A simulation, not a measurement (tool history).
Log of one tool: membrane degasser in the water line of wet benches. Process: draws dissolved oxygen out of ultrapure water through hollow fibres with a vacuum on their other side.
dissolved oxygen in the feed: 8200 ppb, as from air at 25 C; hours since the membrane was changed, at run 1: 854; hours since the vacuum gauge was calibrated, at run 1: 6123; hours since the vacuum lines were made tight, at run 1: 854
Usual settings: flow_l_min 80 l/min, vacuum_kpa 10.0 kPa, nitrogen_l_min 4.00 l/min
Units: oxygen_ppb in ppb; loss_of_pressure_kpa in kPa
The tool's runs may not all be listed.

run	hour	flow_l_min	vacuum_kpa	nitrogen_l_min	hours since the membrane was changed	hours since the vacuum gauge was calibrated	hours since the vacuum lines were made tight	oxygen_ppb	loss_of_pressure_kpa
1	0.0	80	10.0	4.00	854	6123	854	516.2	68.77
2	82.4	80	10.0	4.00	937	6206	937	512.1	69.10
3	148.6	102	10.0	4.00	1003	6272	1003	646.3	88.11
4	214.0	102	10.0	4.00	1068	6337	1068	630.8	87.96
5	281.7	80	10.0	4.00	1136	6405	1136	512.6	68.87
6	322.6	80	10.0	4.00	1177	6446	1177	523.6	68.71
# hour 330.9: vacuum gauge calibrated
7	359.9	67	10.0	4.00	1214	29	1214	444.1	57.83
8	431.5	80	17.2	6.48	1285	101	1285	598.4	68.86
9	509.6	64	12.1	11.55	1363	179	1363	298.1	54.94
10	547.1	84	12.1	11.55	1401	216	1401	381.9	72.39
11	591.0	70	16.1	4.79	1445	260	1445	607.6	60.53
12	629.7	68	21.0	4.79	1483	299	1483	721.1	58.85
13	666.1	52	17.0	4.00	1520	335	1520	537.3	44.75

Forecast each of these 5 alternatives for the next run:
A	743.1	52	20.0	4.00	1597	412	1597	?	?
B	743.1	79	22.9	4.24	1597	412	1597	?	?
C	743.1	105	22.1	4.00	1597	412	1597	?	?
D	743.1	71	17.0	4.00	1597	412	1597	?	?
E	743.1	63	17.0	4.00	1597	412	1597	?	?

run	oxygen_ppb	loss_of_pressure_kpa
A	622.8	45.01
B	955.7	68.73
C	1210.1	90.43
D	720.8	61.66
E	650.5	54.19
Without the tool's hidden state the same runs would have given:
run	oxygen_ppb	loss_of_pressure_kpa
A	601.1	44.33
B	928.3	67.70
C	1176.8	89.07
D	693.2	60.74
E	625.1	53.37
